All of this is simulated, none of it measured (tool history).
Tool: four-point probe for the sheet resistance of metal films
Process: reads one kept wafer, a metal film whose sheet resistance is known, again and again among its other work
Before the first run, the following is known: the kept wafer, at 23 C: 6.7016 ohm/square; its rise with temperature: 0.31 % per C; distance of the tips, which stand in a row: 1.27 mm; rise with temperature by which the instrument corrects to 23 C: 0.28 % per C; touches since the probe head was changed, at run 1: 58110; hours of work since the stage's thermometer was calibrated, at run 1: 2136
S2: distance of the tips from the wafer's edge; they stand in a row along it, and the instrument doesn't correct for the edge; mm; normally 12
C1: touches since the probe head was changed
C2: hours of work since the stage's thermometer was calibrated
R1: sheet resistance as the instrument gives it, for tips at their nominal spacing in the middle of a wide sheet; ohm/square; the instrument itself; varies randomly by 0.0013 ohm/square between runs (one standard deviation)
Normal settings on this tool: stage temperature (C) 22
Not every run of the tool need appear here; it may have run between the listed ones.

{"run": 1, "hour": 0.0, "stage temperature (C)": 22, "S2": 12, "C1": 58110, "C2": 2136, "R1": 6.741152}
{"run": 2, "hour": 62.9, "stage temperature (C)": 22, "S2": 12, "C1": 59741, "C2": 2164, "R1": 6.740153}
{"run": 3, "hour": 130.9, "stage temperature (C)": 30, "S2": 12, "C1": 61503, "C2": 2193, "R1": 6.761612}
{"run": 4, "hour": 213.9, "stage temperature (C)": 22, "S2": 60, "C1": 63655, "C2": 2229, "R1": 6.698989}
{"hour": 227.3, "done": "stage's thermometer calibrated"}
{"run": 5, "hour": 299.6, "stage temperature (C)": 22, "S2": 60, "C1": 65865, "C2": 31, "R1": 6.700838}
{"run": 6, "hour": 342.5, "stage temperature (C)": 22, "S2": 60, "C1": 66977, "C2": 50, "R1": 6.701359}
{"run": 7, "hour": 427.4, "stage temperature (C)": 22, "S2": 12, "C1": 69179, "C2": 86, "R1": 6.741981}
{"run": 8, "hour": 514.3, "stage temperature (C)": 22, "S2": 12, "C1": 71433, "C2": 124, "R1": 6.739463}
{"run": 9, "hour": 569.3, "stage temperature (C)": 22, "S2": 12, "C1": 72858, "C2": 148, "R1": 6.739509}
{"run": 10, "hour": 638.9, "stage temperature (C)": 22, "S2": 15, "C1": 74666, "C2": 178, "R1": 6.726284}
{"run": 11, "hour": 686.1, "stage temperature (C)": 22, "S2": 15, "C1": 75888, "C2": 198, "R1": 6.725879}
{"run": 12, "hour": 724.2, "stage temperature (C)": 28, "S2": 12, "C1": 76878, "C2": 215, "R1": 6.753776}
{"run": 13, "hour": 804.8, "stage temperature (C)": 28, "S2": 12, "C1": 78965, "C2": 250, "R1": 6.755202}
{"run": 14, "hour": 880.2, "stage temperature (C)": 20, "S2": 52, "C1": 80922, "C2": 282, "R1": 6.699079}
{"run": 15, "hour": 939.2, "stage temperature (C)": 21, "S2": 6, "C1": 82451, "C2": 308, "R1": 6.857245}
{"run": 16, "hour": 1013.5, "stage temperature (C)": 22, "S2": 3, "C1": 84379, "C2": 340, "R1": 7.284803}
{"run": 17, "hour": 1090.2, "stage temperature (C)": 23, "S2": 24, "C1": 86368, "C2": 373, "R1": 6.71234}
{"run": 18, "hour": 1138.3, "stage temperature (C)": 19, "S2": 3, "C1": 87614, "C2": 394, "R1": 7.277659}
{"run": 19, "hour": 1193.4, "stage temperature (C)": 19, "S2": 5, "C1": 89044, "C2": 418, "R1": 6.914363}
{"run": 20, "hour": 1240.1, "stage temperature (C)": 19, "S2": 5, "C1": 90256, "C2": 438, "R1": 6.915782}
{"run": 21, "hour": 1308.1, "stage temperature (C)": 19, "S2": 5, "C1": 92019, "C2": 467, "R1": 6.91799}
{"run": 22, "hour": 1386.6, "stage temperature (C)": 19, "S2": 5, "C1": 94053, "C2": 501, "R1": 6.916999}
{"run": 23, "hour": 1449.6, "stage temperature (C)": 19, "S2": 5, "C1": 95687, "C2": 529, "R1": 6.916584}
{"run": 24, "hour": 1533.7, "stage temperature (C)": 28, "S2": 24, "C1": 97868, "C2": 565, "R1": 6.723758}

3 ways to go on from here, each from the tool as it stands after run 24. What would each give?
{"run": "A", "hour": 1615.5, "stage temperature (C)": 22, "S2": 8, "C1": 99989, "C2": 600, "R1": "?"}
{"run": "B", "hour": 1615.5, "stage temperature (C)": 29, "S2": 7, "C1": 99989, "C2": 600, "R1": "?"}
{"run": "C", "hour": 1615.5, "stage temperature (C)": 30, "S2": 12, "C1": 99989, "C2": 600, "R1": "?"}

run=A R1=6.791799
run=B R1=6.83274
run=C R1=6.756977
Take away the tool's hidden state, keep each run's random variation, and the runs would have read:
run=A R1=6.79186
run=B R1=6.832803
run=C R1=6.757039

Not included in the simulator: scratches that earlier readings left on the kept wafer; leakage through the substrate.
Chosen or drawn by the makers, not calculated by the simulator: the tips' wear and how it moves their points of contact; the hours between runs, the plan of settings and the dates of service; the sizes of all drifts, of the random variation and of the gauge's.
